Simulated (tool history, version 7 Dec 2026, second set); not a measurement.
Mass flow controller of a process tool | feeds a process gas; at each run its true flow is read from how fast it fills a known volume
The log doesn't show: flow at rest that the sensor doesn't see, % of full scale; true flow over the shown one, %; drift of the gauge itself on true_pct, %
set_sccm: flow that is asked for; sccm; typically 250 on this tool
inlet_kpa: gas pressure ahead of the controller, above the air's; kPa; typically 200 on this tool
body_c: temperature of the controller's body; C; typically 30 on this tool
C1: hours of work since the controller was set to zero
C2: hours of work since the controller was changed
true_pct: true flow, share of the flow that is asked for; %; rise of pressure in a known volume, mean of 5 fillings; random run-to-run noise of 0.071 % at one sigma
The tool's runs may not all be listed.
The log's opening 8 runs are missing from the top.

run 9 hour=2919.8 | set_sccm=58 inlet_kpa=200 body_c=30 | C1=4323 C2=4323 | true_pct=96.8
run 10 hour=3396.4 | set_sccm=58 inlet_kpa=200 body_c=30 | C1=4539 C2=4539 | true_pct=96.69
run 11 hour=3599.5 | set_sccm=370 inlet_kpa=200 body_c=30 | C1=4631 C2=4631 | true_pct=101.6
run 12 hour=4051.6 | set_sccm=250 inlet_kpa=226 body_c=30 | C1=4835 C2=4835 | true_pct=101.27
run 13 hour=4438.5 | set_sccm=250 inlet_kpa=169 body_c=30 | C1=5010 C2=5010 | true_pct=100.95
-- hour=4510.3 controller exchanged for a calibrated one
run 14 hour=4812.2 | set_sccm=250 inlet_kpa=169 body_c=30 | C1=137 C2=137 | true_pct=99.85
run 15 hour=5127 | set_sccm=250 inlet_kpa=169 body_c=30 | C1=279 C2=279 | true_pct=99.76
run 16 hour=5460.2 | set_sccm=250 inlet_kpa=200 body_c=30 | C1=430 C2=430 | true_pct=100
run 17 hour=5777.1 | set_sccm=250 inlet_kpa=200 body_c=30 | C1=573 C2=573 | true_pct=100.16
run 18 hour=6095.2 | set_sccm=250 inlet_kpa=183 body_c=30 | C1=717 C2=717 | true_pct=99.96
run 19 hour=6557.2 | set_sccm=77 inlet_kpa=183 body_c=25 | C1=926 C2=926 | true_pct=98.85

Run 20 is up next; what results do you expect?
run 20 hour=6809.8 | set_sccm=494 inlet_kpa=178 body_c=34 | C1=1040 C2=1040 | true_pct=?

{"run 20": {"true_pct": 100.96}}
With no hidden state in the tool, this same run would have given true_pct 100.48 %.
